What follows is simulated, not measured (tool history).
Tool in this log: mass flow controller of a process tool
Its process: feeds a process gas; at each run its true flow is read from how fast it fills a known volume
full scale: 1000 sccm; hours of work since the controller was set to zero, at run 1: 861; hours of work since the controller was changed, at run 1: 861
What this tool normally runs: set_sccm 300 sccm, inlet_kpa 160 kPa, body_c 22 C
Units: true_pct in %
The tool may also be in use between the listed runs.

run	hour	set_sccm	inlet_kpa	body_c	hours of work since the controller was set to zero	hours of work since the controller was changed	true_pct
1	0.0	300	160	22	861	861	99.45
2	58.0	300	160	22	884	884	99.44
3	142.2	300	160	22	918	918	99.32
4	220.0	300	160	22	950	950	99.27
5	303.4	300	160	22	983	983	99.46
6	348.0	300	160	22	1001	1001	99.14
7	422.0	453	160	22	1031	1031	99.48
8	482.2	453	160	22	1056	1056	99.49
9	558.6	453	160	22	1086	1086	99.39
10	642.1	453	160	22	1120	1120	99.51
11	690.1	110	160	22	1139	1139	98.49
12	758.8	110	160	22	1167	1167	98.56
13	843.4	110	160	22	1201	1201	98.37
14	882.7	300	239	22	1217	1217	98.70
15	931.8	300	160	22	1237	1237	99.18
16	969.5	300	160	22	1252	1252	99.17
17	1020.6	300	160	22	1273	1273	99.22
18	1080.3	300	160	22	1297	1297	99.21
19	1164.6	300	160	30	1331	1331	99.95
20	1217.8	300	160	22	1352	1352	99.27
21	1264.6	300	160	22	1371	1371	99.13
22	1336.7	300	160	22	1400	1400	99.12
23	1422.6	300	160	22	1435	1435	99.19
24	1496.7	300	160	22	1465	1465	99.05

Run 25 is up next; what results do you expect?
25	1585.5	300	160	22	1501	1501	?

true_pct: 99.29 %
The same run, on a tool lacking any hidden state, would have yielded true_pct 99.95 %.

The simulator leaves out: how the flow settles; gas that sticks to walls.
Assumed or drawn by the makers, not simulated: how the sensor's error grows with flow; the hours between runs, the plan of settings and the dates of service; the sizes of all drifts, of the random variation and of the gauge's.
